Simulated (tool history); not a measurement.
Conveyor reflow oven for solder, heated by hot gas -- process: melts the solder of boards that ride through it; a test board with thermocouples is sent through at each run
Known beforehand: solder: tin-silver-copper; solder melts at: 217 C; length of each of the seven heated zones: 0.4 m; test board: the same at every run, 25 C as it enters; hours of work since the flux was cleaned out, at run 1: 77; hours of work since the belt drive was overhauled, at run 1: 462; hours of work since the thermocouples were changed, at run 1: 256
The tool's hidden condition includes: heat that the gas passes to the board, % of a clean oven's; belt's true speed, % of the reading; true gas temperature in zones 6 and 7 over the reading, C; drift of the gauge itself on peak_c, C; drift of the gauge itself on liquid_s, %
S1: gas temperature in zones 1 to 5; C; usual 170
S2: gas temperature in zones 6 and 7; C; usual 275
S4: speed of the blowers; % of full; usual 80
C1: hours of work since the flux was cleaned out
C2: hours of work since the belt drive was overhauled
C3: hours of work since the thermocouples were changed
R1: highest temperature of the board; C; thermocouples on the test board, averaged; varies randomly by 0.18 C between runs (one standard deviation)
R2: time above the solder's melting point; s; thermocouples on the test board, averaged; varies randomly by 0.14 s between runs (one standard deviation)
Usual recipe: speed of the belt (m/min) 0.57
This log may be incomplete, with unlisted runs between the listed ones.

Run 1, hour 0: usual settings; C1 77; C2 462; C3 256. Result: R1 261.8 C, R2 69.3 s.
Run 2, hour 26: usual settings; C1 95; C2 479; C3 274. Result: R1 261.7 C, R2 69.1 s.
Run 3, hour 54.4: usual settings; C1 114; C2 498; C3 293. Result: R1 261.4 C, R2 69 s.
Run 4, hour 79.1: usual settings; C1 131; C2 515; C3 309. Result: R1 261.6 C, R2 68.9 s.
Run 5, hour 98.3: usual settings; C1 144; C2 528; C3 322. Result: R1 261.5 C, R2 68.9 s.
Run 6, hour 110.8: usual settings; C1 152; C2 537; C3 331. Result: R1 261.1 C, R2 68.8 s.
At hour 117.8: flux residue cleaned out of gas plates and filters.
Run 7, hour 133: usual settings; C1 10; C2 548; C3 343. Result: R1 262.7 C, R2 70.2 s.
Run 8, hour 145.7: usual settings; C1 19; C2 557; C3 351. Result: R1 262.8 C, R2 70 s.
Run 9, hour 171.4: usual settings; C1 36; C2 574; C3 369. Result: R1 262.6 C, R2 69.6 s.
Run 10, hour 185.8: usual settings but S1 171 C, S2 285 C, speed of the belt (m/min) 0.476; C1 46; C2 584; C3 378. Result: R1 276.5 C, R2 92.6 s.
Run 11, hour 206.2: usual settings but S1 171 C, S2 285 C, speed of the belt (m/min) 0.476; C1 60; C2 598; C3 392. Result: R1 277.1 C, R2 92.7 s.
Run 12, hour 220.8: usual settings but S1 173 C, S2 272 C, speed of the belt (m/min) 0.485, S4 52 % of full; C1 70; C2 608; C3 402. Result: R1 256.4 C, R2 77.4 s.
Run 13, hour 236.5: usual settings but S1 173 C, S2 287 C, speed of the belt (m/min) 0.517, S4 87 % of full; C1 80; C2 618; C3 413. Result: R1 278.1 C, R2 86.5 s.
Run 14, hour 254.4: usual settings but S1 164 C, S2 269 C, speed of the belt (m/min) 0.543, S4 54 % of full; C1 92; C2 630; C3 425. Result: R1 248.7 C, R2 58.6 s.
Run 15, hour 281.5: usual settings but S1 157 C, S2 265 C, speed of the belt (m/min) 0.502, S4 61 % of full; C1 111; C2 649; C3 443. Result: R1 249.5 C, R2 63.4 s.
Run 16, hour 299.2: usual settings but S1 182 C, speed of the belt (m/min) 0.553; C1 123; C2 661; C3 455. Result: R1 264.5 C, R2 77.7 s.
Run 17, hour 316.4: usual settings but S1 159 C, speed of the belt (m/min) 0.562; C1 134; C2 672; C3 467. Result: R1 261.1 C, R2 66 s.

Each row is a separate what-if for the run after 17, all from the same tool condition, not one after another. Results?
Run A, hour 329.2: usual settings but speed of the belt (m/min) 0.575, S4 56 % of full; C1 143; C2 681; C3 475. Result: R1 ?, R2 ?.
Run B, hour 329.2: usual settings but S1 159 C, speed of the belt (m/min) 0.634, S4 51 % of full; C1 143; C2 681; C3 475. Result: R1 ?, R2 ?.
Run C, hour 329.2: usual settings but S1 180 C, S2 287 C; C1 143; C2 681; C3 475. Result: R1 ?, R2 ?.
Run D, hour 329.2: usual settings but S1 181 C, speed of the belt (m/min) 0.562; C1 143; C2 681; C3 475. Result: R1 ?, R2 ?.
Run E, hour 329.2: usual settings but S4 56 % of full; C1 143; C2 681; C3 475. Result: R1 ?, R2 ?.

run     R1    R2
  A  253.7  60.9
  B  243.2  41.9
  C  274.2  78.9
  D  263.8  75.5
  E  253.9  61.8
The same runs, with their run-to-run variation unchanged, on a tool lacking any hidden condition would have given:
run     R1    R2
  A  253.9  60.8
  B  243.6  42.1
  C  274.6  78.5
  D    264  75.2
  E  254.1  61.7

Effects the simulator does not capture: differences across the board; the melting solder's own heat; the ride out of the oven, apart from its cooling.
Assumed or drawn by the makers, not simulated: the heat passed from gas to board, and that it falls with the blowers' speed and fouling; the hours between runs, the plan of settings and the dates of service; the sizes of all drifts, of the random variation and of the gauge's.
